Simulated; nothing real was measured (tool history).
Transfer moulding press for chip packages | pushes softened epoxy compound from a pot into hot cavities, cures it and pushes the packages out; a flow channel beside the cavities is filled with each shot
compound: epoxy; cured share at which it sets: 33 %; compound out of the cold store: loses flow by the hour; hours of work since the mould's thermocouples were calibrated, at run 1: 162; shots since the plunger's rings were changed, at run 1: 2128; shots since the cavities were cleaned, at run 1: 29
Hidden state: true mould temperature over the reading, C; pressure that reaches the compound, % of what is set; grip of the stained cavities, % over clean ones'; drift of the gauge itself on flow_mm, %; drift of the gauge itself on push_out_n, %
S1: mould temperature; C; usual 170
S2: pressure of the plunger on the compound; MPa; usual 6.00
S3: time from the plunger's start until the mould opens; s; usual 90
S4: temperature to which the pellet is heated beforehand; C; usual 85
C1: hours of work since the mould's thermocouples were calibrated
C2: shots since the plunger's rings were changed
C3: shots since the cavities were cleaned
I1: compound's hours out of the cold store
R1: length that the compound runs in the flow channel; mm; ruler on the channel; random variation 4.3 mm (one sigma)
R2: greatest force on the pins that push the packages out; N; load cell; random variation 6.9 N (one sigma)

run	day	S1	S2	S3	S4	C1	C2	C3	I1	R1	R2
1	0.000	170	6.00	90	85	162	2128	29	39.0	488	295
2	0.804	170	6.00	100	85	176	2439	340	21.0	520	435
3	1.425	170	6.00	100	85	187	2680	581	34.4	487	497
# day 1.592: cavities cleaned with cleaning compound and waxed
4	2.742	170	6.00	118	85	210	3165	445	38.6	482	443
# day 3.212: cavities cleaned with cleaning compound and waxed
5	3.846	170	6.00	118	85	229	3569	246	21.8	519	402
# day 4.875: cavities cleaned with cleaning compound and waxed
6	4.875	170	6.00	118	85	246	3942	0	13.1	540	257
7	5.400	170	6.00	118	85	255	4145	203	16.1	518	382
# day 6.488: cavities cleaned with cleaning compound and waxed
8	6.633	170	6.00	118	85	276	4599	56	37.8	472	289
9	7.571	170	6.00	118	86	293	4962	419	38.3	472	445
# day 7.767: plunger's sealing rings changed
# day 8.279: cavities cleaned with cleaning compound and waxed
10	8.625	170	6.00	118	86	309	308	133	39.3	492	327
11	9.208	170	6.00	118	86	320	533	358	10.3	565	424
# day 9.375: mould's thermocouples calibrated
# day 10.017: cavities cleaned with cleaning compound and waxed
12	10.083	170	6.00	122	86	12	817	26	9.9	560	280
13	10.621	170	6.00	122	86	21	1024	233	32.8	508	382
# day 11.638: cavities cleaned with cleaning compound and waxed
14	11.800	176	7.00	112	86	41	1457	62	26.1	553	294
15	12.504	176	7.00	112	86	54	1730	335	13.1	586	431
# day 13.254: cavities cleaned with cleaning compound and waxed
16	13.254	169	7.17	118	93	66	1996	0	11.4	608	249
17	14.533	170	7.33	90	79	89	2491	495	12.0	609	518
# day 14.938: cavities cleaned with cleaning compound and waxed
18	15.412	170	5.97	76	85	104	2808	184	16.5	528	515
# day 16.558: cavities cleaned with cleaning compound and waxed
19	16.558	170	6.00	96	79	124	3227	0	45.2	462	275
20	17.154	170	6.79	90	76	134	3457	230	8.8	595	429
21	17.958	178	6.00	79	85	149	3768	541	15.4	521	494
# day 18.217: cavities cleaned with cleaning compound and waxed
22	18.883	178	6.00	79	85	164	4102	258	45.4	448	408
23	19.558	178	6.00	79	85	176	4364	520	42.6	453	474
# day 19.838: cavities cleaned with cleaning compound and waxed
24	20.467	170	6.00	97	80	192	4691	243	32.2	494	418
# day 21.350: plunger's sealing rings changed
# day 21.554: cavities cleaned with cleaning compound and waxed
25	21.871	165	6.40	82	77	214	178	122	37.8	520	522
26	22.925	170	6.30	102	95	233	585	529	34.6	513	462

Hidden state or all else? Some run-to-run changes of R1, split into what the settings, what came in and random variation would give without the hidden state, and what is left for the hidden state (with any gauge scatter that isn't in both results):
Run 9 -> 10: plunger's sealing rings changed, cavities cleaned with cleaning compound and waxed. R1 +20 mm: hidden state +20, all else +0.
Run 17 -> 18: S2 7.33 -> 5.97, S3 90 -> 76, S4 79 -> 85, cavities cleaned with cleaning compound and waxed. R1 -81 mm: hidden state +1, all else -82.
Run 19 -> 20: S2 6.00 -> 6.79, S3 96 -> 90, S4 79 -> 76. R1 +133 mm: hidden state -5, all else +138.
Run 24 -> 25: S1 170 -> 165, S2 6.00 -> 6.40, S3 97 -> 82, S4 80 -> 77, plunger's sealing rings changed, cavities cleaned with cleaning compound and waxed. R1 +26 mm: hidden state +22, all else +4.
